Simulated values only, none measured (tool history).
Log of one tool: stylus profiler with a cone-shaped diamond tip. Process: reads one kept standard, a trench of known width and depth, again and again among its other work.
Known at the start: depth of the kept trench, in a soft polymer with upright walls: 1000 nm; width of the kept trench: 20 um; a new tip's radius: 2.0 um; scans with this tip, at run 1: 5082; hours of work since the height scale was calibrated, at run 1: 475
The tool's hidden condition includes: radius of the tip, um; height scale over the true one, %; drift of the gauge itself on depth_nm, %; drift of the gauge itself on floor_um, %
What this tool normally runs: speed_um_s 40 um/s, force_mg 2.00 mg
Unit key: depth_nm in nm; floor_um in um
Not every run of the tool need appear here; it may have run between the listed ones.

run,hour,speed_um_s,force_mg,scans with this tip,hours of work since the height scale was calibrated,depth_nm,floor_um
1,0.0,40,2.00,5082,475,1010.55,15.75
2,19.3,40,2.00,5227,489,1010.26,15.72
3,39.8,40,2.00,5380,503,1010.62,15.72
4,60.1,40,2.00,5531,517,1009.43,15.71
5,86.5,40,2.00,5728,536,1010.11,15.70
6,116.1,40,0.86,5949,556,1004.87,15.54
7,131.9,40,0.86,6067,567,1004.68,15.52
8,154.1,41,2.00,6232,583,1009.82,15.66
9,178.6,41,3.26,6414,600,1014.54,15.63
10,206.7,40,2.73,6624,620,1012.89,15.57
11,237.0,40,2.00,6850,641,1009.81,15.61
12,251.9,40,2.00,6961,651,1009.61,15.54
13,275.3,40,4.32,7136,667,1017.54,15.62
14,288.4,16,4.79,7234,677,1019.38,15.66
15,314.0,15,3.10,7424,694,1013.29,15.66
16,333.7,122,1.00,7571,708,1004.88,14.86
17,361.8,10,3.80,7781,728,1015.81,15.64
18,391.2,59,1.47,8000,748,1007.24,15.33
19,417.2,29,1.47,8194,766,1007.11,15.50
20,446.9,29,1.47,8416,787,1007.35,15.45
21,460.4,140,5.79,8516,796,1021.62,15.24
22,476.0,11,0.73,8632,807,1003.12,15.50
23,507.3,31,5.16,8866,829,1019.74,15.51
24,535.7,46,2.70,9078,849,1011.73,15.37
25,565.8,147,2.90,9302,870,1012.34,14.92
26,580.1,32,1.60,9409,880,1007.75,15.33

4 options for the next run, each taken on its own from the tool as it stands now. Forecast them:
A,596.3,28,0.67,9529,891,?,?
B,596.3,96,1.32,9529,891,?,?
C,596.3,40,3.78,9529,891,?,?
D,596.3,17,1.77,9529,891,?,?

run,depth_nm,floor_um
A,1002.98,15.28
B,1006.32,14.96
C,1015.19,15.38
D,1007.56,15.39
With no hidden state in the tool, these same runs would have given:
run,depth_nm,floor_um
A,1005.79,16.30
B,1009.14,15.98
C,1018.03,16.40
D,1010.38,16.41

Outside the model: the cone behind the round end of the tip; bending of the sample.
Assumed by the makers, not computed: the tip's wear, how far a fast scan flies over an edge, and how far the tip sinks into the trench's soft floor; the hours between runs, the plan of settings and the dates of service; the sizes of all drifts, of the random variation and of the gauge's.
